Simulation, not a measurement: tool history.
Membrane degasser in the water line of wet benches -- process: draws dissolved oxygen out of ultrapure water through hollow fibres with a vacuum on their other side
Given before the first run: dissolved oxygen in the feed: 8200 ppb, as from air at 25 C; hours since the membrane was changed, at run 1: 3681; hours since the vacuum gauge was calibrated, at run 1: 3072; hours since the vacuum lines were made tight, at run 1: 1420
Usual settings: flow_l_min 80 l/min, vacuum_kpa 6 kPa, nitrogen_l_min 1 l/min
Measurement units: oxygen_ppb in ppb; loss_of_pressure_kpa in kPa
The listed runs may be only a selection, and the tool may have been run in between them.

| run | hour | flow_l_min | vacuum_kpa | nitrogen_l_min | hours since the membrane was changed | hours since the vacuum gauge was calibrated | hours since the vacuum lines were made tight | oxygen_ppb | loss_of_pressure_kpa |
|---|---|---|---|---|---|---|---|---|---|
| 1 | 0 | 80 | 6 | 1 | 3681 | 3072 | 1420 | 659.4 | 32.62 |
| 2 | 79.8 | 80 | 6 | 1 | 3761 | 3152 | 1499 | 658.7 | 33.16 |
| 3 | 191.4 | 80 | 6 | 1 | 3873 | 3263 | 1611 | 646.2 | 32.95 |
| 4 | 262 | 80 | 6 | 0.5 | 3943 | 3334 | 1682 | 828.5 | 33.07 |
| 5 | 342.1 | 80 | 6 | 1 | 4024 | 3414 | 1762 | 655.6 | 33.1 |
| 6 | 410.3 | 80 | 6 | 1 | 4092 | 3482 | 1830 | 657.9 | 32.92 |
| 7 | 507.4 | 80 | 6 | 2.12 | 4189 | 3580 | 1927 | 506.6 | 33.09 |
| 8 | 574.2 | 57 | 6 | 2.21 | 4256 | 3646 | 1994 | 354.3 | 23.72 |
| 9 | 649 | 77 | 7.87 | 0.49 | 4330 | 3721 | 2069 | 1150.7 | 31.89 |
| 10 | 726.3 | 80 | 13.61 | 2.87 | 4408 | 3798 | 2146 | 869.1 | 33 |
| 11 | 813.4 | 80 | 5.56 | 2.97 | 4495 | 3885 | 2233 | 439.8 | 32.92 |
| 12 | 885.4 | 80 | 14.12 | 0.61 | 4567 | 3958 | 2305 | 1938 | 33.44 |

Alternative continuations, all from the tool just after run 12; predict every row:
| A | 932.7 | 60 | 6.61 | 1.1 | 4614 | 4005 | 2352 | ? | ? |
| B | 932.7 | 52 | 6 | 0.54 | 4614 | 4005 | 2352 | ? | ? |
| C | 932.7 | 80 | 8.54 | 1.76 | 4614 | 4005 | 2352 | ? | ? |

| run | oxygen_ppb | loss_of_pressure_kpa |
|---|---|---|
| A | 548.3 | 24.9 |
| B | 588.3 | 21.44 |
| C | 742 | 32.78 |
Take away the tool's hidden state, keep each run's random variation, and the runs would have read:
| run | oxygen_ppb | loss_of_pressure_kpa |
|---|---|---|
| A | 547 | 24.87 |
| B | 586.9 | 21.42 |
| C | 740.6 | 32.74 |
